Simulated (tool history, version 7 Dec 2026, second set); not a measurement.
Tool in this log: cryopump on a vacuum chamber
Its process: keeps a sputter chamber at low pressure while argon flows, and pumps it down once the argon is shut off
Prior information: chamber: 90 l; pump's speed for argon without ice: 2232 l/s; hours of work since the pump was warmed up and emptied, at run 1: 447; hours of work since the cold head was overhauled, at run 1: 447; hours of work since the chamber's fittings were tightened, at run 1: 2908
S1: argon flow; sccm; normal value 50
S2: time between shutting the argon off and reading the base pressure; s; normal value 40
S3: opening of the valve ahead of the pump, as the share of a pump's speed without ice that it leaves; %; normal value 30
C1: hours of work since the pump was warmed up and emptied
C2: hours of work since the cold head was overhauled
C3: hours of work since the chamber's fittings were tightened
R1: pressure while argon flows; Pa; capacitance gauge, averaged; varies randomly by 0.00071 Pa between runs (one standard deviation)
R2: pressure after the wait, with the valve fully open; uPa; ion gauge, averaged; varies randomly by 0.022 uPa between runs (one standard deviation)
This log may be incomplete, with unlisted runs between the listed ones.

run 1 hour=0 | S1=50 S2=40 S3=30 | C1=447 C2=447 C3=2908 | R1=0.1298 R2=1.63
run 2 hour=41.6 | S1=50 S2=40 S3=19 | C1=477 C2=477 C3=2939 | R1=0.2033 R2=1.64
run 3 hour=95.4 | S1=50 S2=40 S3=19 | C1=518 C2=518 C3=2979 | R1=0.2026 R2=1.73
run 4 hour=159.5 | S1=50 S2=40 S3=33 | C1=565 C2=565 C3=3026 | R1=0.1193 R2=1.71
run 5 hour=219.1 | S1=50 S2=40 S3=33 | C1=610 C2=610 C3=3071 | R1=0.1198 R2=1.78
run 6 hour=259.7 | S1=50 S2=40 S3=33 | C1=640 C2=640 C3=3101 | R1=0.1198 R2=1.81
run 7 hour=332.1 | S1=50 S2=49 S3=30 | C1=694 C2=694 C3=3155 | R1=0.1312 R2=1.71
run 8 hour=422.3 | S1=50 S2=49 S3=17 | C1=761 C2=761 C3=3222 | R1=0.2289 R2=1.73
run 9 hour=487.1 | S1=50 S2=40 S3=52 | C1=809 C2=809 C3=3270 | R1=0.08 R2=1.91
run 10 hour=563 | S1=50 S2=40 S3=52 | C1=865 C2=865 C3=3327 | R1=0.08 R2=1.96
-- hour=621.4 pump warmed up, emptied and cooled again
run 11 hour=650.1 | S1=50 S2=40 S3=52 | C1=21 C2=927 C3=3388 | R1=0.072 R2=1.7
run 12 hour=706.6 | S1=50 S2=40 S3=30 | C1=63 C2=969 C3=3430 | R1=0.1266 R2=1.76
run 13 hour=757.6 | S1=50 S2=40 S3=30 | C1=101 C2=1007 C3=3468 | R1=0.1268 R2=1.8
run 14 hour=827.5 | S1=50 S2=77 S3=30 | C1=153 C2=1059 C3=3520 | R1=0.1277 R2=1.58
run 15 hour=904.4 | S1=50 S2=40 S3=30 | C1=211 C2=1116 C3=3577 | R1=0.1278 R2=1.85
-- hour=992.4 leaking fittings of the chamber tightened, without venting
run 16 hour=997.4 | S1=50 S2=40 S3=30 | C1=278 C2=1184 C3=4 | R1=0.1289 R2=0.65
run 17 hour=1045.7 | S1=50 S2=40 S3=30 | C1=314 C2=1219 C3=40 | R1=0.1293 R2=0.64
run 18 hour=1127.9 | S1=50 S2=29 S3=37 | C1=375 C2=1281 C3=101 | R1=0.1056 R2=0.86
run 19 hour=1175.9 | S1=50 S2=29 S3=37 | C1=411 C2=1316 C3=137 | R1=0.1063 R2=0.92
run 20 hour=1224.4 | S1=38 S2=40 S3=30 | C1=447 C2=1352 C3=173 | R1=0.0992 R2=0.71
run 21 hour=1294 | S1=22 S2=73 S3=58 | C1=499 C2=1404 C3=224 | R1=0.0303 R2=0.5
run 22 hour=1333.3 | S1=22 S2=73 S3=58 | C1=528 C2=1433 C3=254 | R1=0.0307 R2=0.52
run 23 hour=1384.8 | S1=51 S2=26 S3=27 | C1=567 C2=1472 C3=292 | R1=0.1484 R2=1.03
run 24 hour=1425.5 | S1=51 S2=26 S3=27 | C1=597 C2=1502 C3=322 | R1=0.1483 R2=1.03
run 25 hour=1488.7 | S1=88 S2=91 S3=21 | C1=644 C2=1549 C3=369 | R1=0.3273 R2=0.53
run 26 hour=1566.8 | S1=21 S2=91 S3=41 | C1=702 C2=1607 C3=427 | R1=0.0423 R2=0.59
run 27 hour=1638.6 | S1=21 S2=26 S3=41 | C1=755 C2=1661 C3=481 | R1=0.0412 R2=1.12
run 28 hour=1712.4 | S1=21 S2=26 S3=41 | C1=810 C2=1716 C3=536 | R1=0.042 R2=1.11
run 29 hour=1763.2 | S1=21 S2=58 S3=34 | C1=848 C2=1753 C3=574 | R1=0.0501 R2=0.73
-- hour=1840.8 pump warmed up, emptied and cooled again
run 30 hour=1845.1 | S1=21 S2=58 S3=34 | C1=3 C2=1811 C3=631 | R1=0.0474 R2=0.72
run 31 hour=1922.9 | S1=21 S2=58 S3=34 | C1=61 C2=1868 C3=689 | R1=0.0476 R2=0.75
run 32 hour=1983.2 | S1=36 S2=40 S3=30 | C1=106 C2=1913 C3=734 | R1=0.0918 R2=0.9
run 33 hour=2024.9 | S1=36 S2=40 S3=29 | C1=137 C2=1944 C3=765 | R1=0.095 R2=0.93

How the hidden state differs across the entries between the runs, from the last listed run before each to the first after it:
Run 10 -> run 11: pump warmed up, emptied and cooled again (hour 621.4)
  pump's speed, % of a pump's without ice: 84.7 -> 99.4; cold plate's temperature, K: 12.51 -> 12.52; leak into the chamber, uPa l/s: 2685 -> 2727
  what was measured, less what the result would be without the hidden state, R1: +0.0074 -> +0.0006 Pa; R2: +1.34 -> +1.1 uPa
Run 15 -> run 16: leaking fittings of the chamber tightened, without venting (hour 992.4)
  pump's speed, % of a pump's without ice: 95.9 -> 94.8; cold plate's temperature, K: 12.55 -> 12.56; leak into the chamber, uPa l/s: 2862 -> 336
  what was measured, less what the result would be without the hidden state, R1: +0.002 -> +0.0025 Pa; R2: +1.23 -> +0.02 uPa
Run 29 -> run 30: pump warmed up, emptied and cooled again (hour 1840.8)
  pump's speed, % of a pump's without ice: 84.6 -> 99.6; cold plate's temperature, K: 12.67 -> 12.68; leak into the chamber, uPa l/s: 720 -> 760
  what was measured, less what the result would be without the hidden state, R1: +0.0031 -> +0.0003 Pa; R2: +0.25 -> +0.22 uPa

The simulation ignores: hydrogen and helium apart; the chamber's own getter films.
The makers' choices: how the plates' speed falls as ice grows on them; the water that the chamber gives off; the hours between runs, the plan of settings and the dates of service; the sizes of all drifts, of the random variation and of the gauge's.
